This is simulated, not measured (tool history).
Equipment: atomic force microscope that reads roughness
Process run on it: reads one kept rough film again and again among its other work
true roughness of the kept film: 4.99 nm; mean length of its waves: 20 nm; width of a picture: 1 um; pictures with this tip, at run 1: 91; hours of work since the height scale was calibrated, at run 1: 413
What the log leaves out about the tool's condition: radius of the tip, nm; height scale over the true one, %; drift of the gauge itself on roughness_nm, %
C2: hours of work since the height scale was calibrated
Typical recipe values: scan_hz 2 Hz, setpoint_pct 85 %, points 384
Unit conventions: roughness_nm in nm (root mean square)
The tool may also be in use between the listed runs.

run 1 hour=0 | scan_hz=2 setpoint_pct=85 points=384 | pictures_with_this_tip=91 C2=413 | roughness_nm=2.854
run 2 hour=38.1 | scan_hz=2.37 setpoint_pct=85 points=384 | pictures_with_this_tip=152 C2=433 | roughness_nm=2.561
run 3 hour=84.5 | scan_hz=2 setpoint_pct=85 points=384 | pictures_with_this_tip=227 C2=457 | roughness_nm=2.373
-- hour=109.6 new tip fitted
run 4 hour=123.5 | scan_hz=2 setpoint_pct=85 points=259 | pictures_with_this_tip=22 C2=477 | roughness_nm=3.043
run 5 hour=176.9 | scan_hz=2 setpoint_pct=85 points=259 | pictures_with_this_tip=108 C2=504 | roughness_nm=2.617
run 6 hour=231.8 | scan_hz=2 setpoint_pct=85 points=259 | pictures_with_this_tip=196 C2=533 | roughness_nm=2.318
run 7 hour=262.7 | scan_hz=1.42 setpoint_pct=85 points=384 | pictures_with_this_tip=246 C2=549 | roughness_nm=2.258
-- hour=276.4 new tip fitted
run 8 hour=313.7 | scan_hz=2 setpoint_pct=85 points=747 | pictures_with_this_tip=60 C2=575 | roughness_nm=2.981
run 9 hour=348.1 | scan_hz=2 setpoint_pct=85 points=747 | pictures_with_this_tip=115 C2=593 | roughness_nm=2.751
run 10 hour=404.4 | scan_hz=2 setpoint_pct=85 points=747 | pictures_with_this_tip=206 C2=622 | roughness_nm=2.379
run 11 hour=432.2 | scan_hz=2 setpoint_pct=85 points=747 | pictures_with_this_tip=251 C2=637 | roughness_nm=2.258
-- hour=443.6 new tip fitted
run 12 hour=493.8 | scan_hz=2.58 setpoint_pct=85 points=384 | pictures_with_this_tip=81 C2=668 | roughness_nm=2.733
run 13 hour=524.2 | scan_hz=2 setpoint_pct=65 points=384 | pictures_with_this_tip=130 C2=684 | roughness_nm=2.751
run 14 hour=563.3 | scan_hz=2 setpoint_pct=85 points=384 | pictures_with_this_tip=193 C2=704 | roughness_nm=2.396
-- hour=611.9 new tip fitted
run 15 hour=617.9 | scan_hz=2 setpoint_pct=85 points=384 | pictures_with_this_tip=10 C2=733 | roughness_nm=3.208
run 16 hour=666.7 | scan_hz=2 setpoint_pct=57 points=384 | pictures_with_this_tip=88 C2=758 | roughness_nm=3.035
run 17 hour=699.5 | scan_hz=2 setpoint_pct=57 points=384 | pictures_with_this_tip=141 C2=775 | roughness_nm=2.813
run 18 hour=737.3 | scan_hz=2 setpoint_pct=57 points=384 | pictures_with_this_tip=201 C2=794 | roughness_nm=2.558
-- hour=782.4 new tip fitted
run 19 hour=788.4 | scan_hz=3.02 setpoint_pct=80 points=628 | pictures_with_this_tip=10 C2=821 | roughness_nm=3.122
run 20 hour=827.7 | scan_hz=3.02 setpoint_pct=80 points=628 | pictures_with_this_tip=73 C2=841 | roughness_nm=2.798
run 21 hour=861.5 | scan_hz=2 setpoint_pct=78 points=560 | pictures_with_this_tip=127 C2=859 | roughness_nm=2.69
run 22 hour=902.7 | scan_hz=2 setpoint_pct=78 points=560 | pictures_with_this_tip=194 C2=880 | roughness_nm=2.447
run 23 hour=947.8 | scan_hz=2 setpoint_pct=78 points=560 | pictures_with_this_tip=266 C2=903 | roughness_nm=2.242
-- hour=951.4 new tip fitted
run 24 hour=1003.8 | scan_hz=1.16 setpoint_pct=69 points=437 | pictures_with_this_tip=84 C2=932 | roughness_nm=3.018
run 25 hour=1040.9 | scan_hz=3.95 setpoint_pct=66 points=537 | pictures_with_this_tip=144 C2=951 | roughness_nm=2.649
run 26 hour=1080 | scan_hz=3.95 setpoint_pct=66 points=537 | pictures_with_this_tip=207 C2=972 | roughness_nm=2.418
-- hour=1118 new tip fitted
run 27 hour=1119 | scan_hz=1.78 setpoint_pct=85 points=384 | pictures_with_this_tip=2 C2=992 | roughness_nm=3.308
run 28 hour=1153.7 | scan_hz=0.79 setpoint_pct=61 points=763 | pictures_with_this_tip=57 C2=1010 | roughness_nm=3.226
run 29 hour=1199.8 | scan_hz=2.25 setpoint_pct=71 points=844 | pictures_with_this_tip=132 C2=1034 | roughness_nm=2.756
run 30 hour=1238 | scan_hz=2 setpoint_pct=90 points=384 | pictures_with_this_tip=193 C2=1054 | roughness_nm=2.344
run 31 hour=1263.7 | scan_hz=2 setpoint_pct=90 points=384 | pictures_with_this_tip=234 C2=1067 | roughness_nm=2.225
-- hour=1289.1 new tip fitted
run 32 hour=1314.6 | scan_hz=2.57 setpoint_pct=85 points=515 | pictures_with_this_tip=41 C2=1093 | roughness_nm=2.86
run 33 hour=1345.2 | scan_hz=0.98 setpoint_pct=89 points=384 | pictures_with_this_tip=91 C2=1109 | roughness_nm=2.755
run 34 hour=1376.6 | scan_hz=0.53 setpoint_pct=59 points=357 | pictures_with_this_tip=141 C2=1125 | roughness_nm=2.676
run 35 hour=1439 | scan_hz=2 setpoint_pct=85 points=406 | pictures_with_this_tip=241 C2=1158 | roughness_nm=2.182

Take each entry between the runs: how does the hidden state at the last listed run before it differ from the hidden state at the first listed run after it?
Logged between run 3 and run 4: new tip fitted (hour 109.6)
  radius of the tip, nm: 17.8 -> 8.8; height scale over the true one, %: -0.65 -> -0.68
  measured value less the no-hidden-state value, roughness_nm: -0.955 -> -0.218 nm (root mean square)
Logged between run 7 and run 8: new tip fitted (hour 276.4)
  radius of the tip, nm: 20.8 -> 10.3; height scale over the true one, %: -0.78 -> -0.81
  measured value less the no-hidden-state value, roughness_nm: -1.167 -> -0.385 nm (root mean square)
Logged between run 11 and run 12: new tip fitted (hour 443.6)
  radius of the tip, nm: 20.2 -> 11.8; height scale over the true one, %: -0.9 -> -0.94
  measured value less the no-hidden-state value, roughness_nm: -1.123 -> -0.508 nm (root mean square)
Logged between run 14 and run 15: new tip fitted (hour 611.9)
  radius of the tip, nm: 17.4 -> 7.8; height scale over the true one, %: -0.99 -> -1.03
  measured value less the no-hidden-state value, roughness_nm: -0.948 -> -0.13 nm (root mean square)
Logged between run 18 and run 19: new tip fitted (hour 782.4)
  radius of the tip, nm: 17.4 -> 8.1; height scale over the true one, %: -1.11 -> -1.15
  measured value less the no-hidden-state value, roughness_nm: -1.02 -> -0.162 nm (root mean square)
Logged between run 23 and run 24: new tip fitted (hour 951.4)
  radius of the tip, nm: 21 -> 11.6; height scale over the true one, %: -1.26 -> -1.3
  measured value less the no-hidden-state value, roughness_nm: -1.192 -> -0.557 nm (root mean square)
Logged between run 26 and run 27: new tip fitted (hour 1118)
  radius of the tip, nm: 17.8 -> 7.2; height scale over the true one, %: -1.36 -> -1.38
  measured value less the no-hidden-state value, roughness_nm: -1.001 -> -0.067 nm (root mean square)
Logged between run 31 and run 32: new tip fitted (hour 1289.1)
  radius of the tip, nm: 19 -> 10.4; height scale over the true one, %: -1.49 -> -1.52
  measured value less the no-hidden-state value, roughness_nm: -1.023 -> -0.404 nm (root mean square)
